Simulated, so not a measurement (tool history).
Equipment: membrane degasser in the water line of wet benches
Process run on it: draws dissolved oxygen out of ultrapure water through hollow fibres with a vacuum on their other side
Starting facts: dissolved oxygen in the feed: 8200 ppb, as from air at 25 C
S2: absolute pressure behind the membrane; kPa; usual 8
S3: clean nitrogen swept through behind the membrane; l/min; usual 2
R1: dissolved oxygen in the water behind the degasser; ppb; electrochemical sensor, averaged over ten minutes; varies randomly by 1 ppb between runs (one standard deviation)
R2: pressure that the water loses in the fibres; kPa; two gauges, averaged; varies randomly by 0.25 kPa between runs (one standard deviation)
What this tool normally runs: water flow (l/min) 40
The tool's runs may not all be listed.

run 1 hour=0 | water_flow_(l/min)=40 S2=8 S3=2 | R1=212.9 R2=65.42
run 2 hour=95.3 | water_flow_(l/min)=40 S2=8 S3=2 | R1=212.3 R2=65.99
run 3 hour=155.4 | water_flow_(l/min)=40 S2=8 S3=2 | R1=212.5 R2=65.65
run 4 hour=255.7 | water_flow_(l/min)=40 S2=7.8 S3=2 | R1=204.7 R2=65.36
run 5 hour=301.3 | water_flow_(l/min)=40 S2=8 S3=2 | R1=212.1 R2=65.86
run 6 hour=389.4 | water_flow_(l/min)=40 S2=8 S3=2 | R1=212.6 R2=66.17
run 7 hour=452.4 | water_flow_(l/min)=40 S2=8 S3=2 | R1=213.5 R2=66
run 8 hour=522 | water_flow_(l/min)=40 S2=8 S3=2 | R1=212.7 R2=65.82
run 9 hour=579.9 | water_flow_(l/min)=40 S2=10.29 S3=2 | R1=309.6 R2=66.21
run 10 hour=678.2 | water_flow_(l/min)=40 S2=10.29 S3=2 | R1=311.3 R2=65.94
run 11 hour=778 | water_flow_(l/min)=40 S2=8 S3=1.86 | R1=227.2 R2=65.95
run 12 hour=842.6 | water_flow_(l/min)=40 S2=8 S3=1.86 | R1=227.2 R2=66.26
run 13 hour=943.7 | water_flow_(l/min)=40 S2=6.63 S3=2 | R1=155.5 R2=66.15
run 14 hour=1018.2 | water_flow_(l/min)=40 S2=6.63 S3=2 | R1=156.4 R2=66.12
run 15 hour=1070 | water_flow_(l/min)=40 S2=6.63 S3=2 | R1=155.6 R2=65.98
run 16 hour=1149.5 | water_flow_(l/min)=40 S2=8 S3=2 | R1=212.8 R2=66.16
run 17 hour=1205.4 | water_flow_(l/min)=40 S2=8 S3=2 | R1=215.9 R2=66.19
run 18 hour=1273.7 | water_flow_(l/min)=40 S2=8 S3=2 | R1=213.6 R2=66.2
run 19 hour=1364.5 | water_flow_(l/min)=56 S2=8 S3=1.12 | R1=453.1 R2=92.79
run 20 hour=1443.9 | water_flow_(l/min)=49 S2=11.26 S3=4.57 | R1=205.9 R2=80.53
run 21 hour=1496.2 | water_flow_(l/min)=40 S2=6.36 S3=1.06 | R1=242 R2=66.68
run 22 hour=1604.3 | water_flow_(l/min)=31 S2=6.36 S3=1.06 | R1=195 R2=50.95
run 23 hour=1648.1 | water_flow_(l/min)=24 S2=5.19 S3=2 | R1=57.4 R2=40.11
run 24 hour=1740.1 | water_flow_(l/min)=24 S2=5.19 S3=2 | R1=57.5 R2=39.6
-- hour=1792.1 vacuum gauge calibrated
run 25 hour=1828.3 | water_flow_(l/min)=43 S2=12.02 S3=2.37 | R1=350.6 R2=71.35
run 26 hour=1933.9 | water_flow_(l/min)=43 S2=12.02 S3=2.37 | R1=353.2 R2=71.42
run 27 hour=2032.5 | water_flow_(l/min)=32 S2=16.1 S3=3.97 | R1=244.2 R2=53.52
run 28 hour=2081.9 | water_flow_(l/min)=35 S2=6.76 S3=1.04 | R1=247.5 R2=57.91
run 29 hour=2161.3 | water_flow_(l/min)=35 S2=15.15 S3=1.52 | R1=572.4 R2=58.29
run 30 hour=2222.1 | water_flow_(l/min)=35 S2=7.1 S3=2.59 | R1=124.3 R2=58.3
run 31 hour=2284 | water_flow_(l/min)=35 S2=7.1 S3=2.59 | R1=124.4 R2=58.23
run 32 hour=2356.9 | water_flow_(l/min)=27 S2=18.57 S3=5.68 | R1=175.3 R2=45.08

4 ways to go on from here, each from the tool as it stands after run 32. What would each give?
run A hour=2446.4 | water_flow_(l/min)=57 S2=15.33 S3=1.64 | R1=? R2=?
run B hour=2446.4 | water_flow_(l/min)=55 S2=13.04 S3=3.72 | R1=? R2=?
run C hour=2446.4 | water_flow_(l/min)=55 S2=15.13 S3=5.68 | R1=? R2=?
run D hour=2446.4 | water_flow_(l/min)=47 S2=4.8 S3=1.9 | R1=? R2=?

run=A R1=825.7 R2=95.66
run=B R1=336.4 R2=91.84
run=C R1=279.1 R2=91.49
run=D R1=95.8 R2=78.57
Without the tool's unlogged condition, the same runs would have read:
run=A R1=820.5 R2=93.97
run=B R1=332.8 R2=90.22
run=C R1=275.9 R2=89.87
run=D R1=92 R2=77.19
